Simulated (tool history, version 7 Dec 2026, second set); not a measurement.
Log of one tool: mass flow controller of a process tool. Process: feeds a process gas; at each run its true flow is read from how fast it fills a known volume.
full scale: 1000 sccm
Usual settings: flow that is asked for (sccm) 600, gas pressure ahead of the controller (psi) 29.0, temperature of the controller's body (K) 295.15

run    hour  flow that is asked for (sccm)  gas pressure ahead of the controller (psi)  temperature of the controller's body (K)  true flow (%)
  1     0.0                            600                                        29.0                                    295.15          97.35
  2    89.8                            600                                        21.3                                    295.15          96.85
  3   205.9                            600                                        29.0                                    295.15          97.01
  4   331.6                            600                                        29.0                                    295.15          97.04
  5   457.7                            144                                        29.0                                    295.15          93.68
  6   583.1                            144                                        29.0                                    295.15          93.60
  7   668.3                            600                                        29.0                                    306.15          97.13
  8   759.3                            600                                        29.0                                    306.15          97.22
  9   874.1                            600                                        29.0                                    306.15          97.12
 10  1008.8                            600                                        29.0                                    306.15          97.24
 11  1128.4                            600                                        29.0                                    306.15          97.07
 12  1246.7                            600                                        29.0                                    295.15          96.90
 13  1389.5                            105                                        32.3                                    295.15          91.63
 14  1517.4                            105                                        32.3                                    295.15          91.80
 15  1665.1                            802                                        27.7                                    299.15          97.42
 16  1772.8                            478                                        27.4                                    306.15          96.22

4 ways to go on from here, each from the tool as it stands after run 16. What would each give?
  A  1929.6                            600                                        30.2                                    295.15              ?
  B  1929.6                            478                                        35.2                                    306.15              ?
  C  1929.6                            478                                        34.5                                    306.15              ?
  D  1929.6                            478                                        27.4                                    297.15              ?

run  true flow (%)
  A          96.58
  B          96.53
  C          96.67
  D          96.00
Without the tool's hidden state the same runs would have given:
run  true flow (%)
  A          99.18
  B          99.37
  C          99.51
  D          98.84

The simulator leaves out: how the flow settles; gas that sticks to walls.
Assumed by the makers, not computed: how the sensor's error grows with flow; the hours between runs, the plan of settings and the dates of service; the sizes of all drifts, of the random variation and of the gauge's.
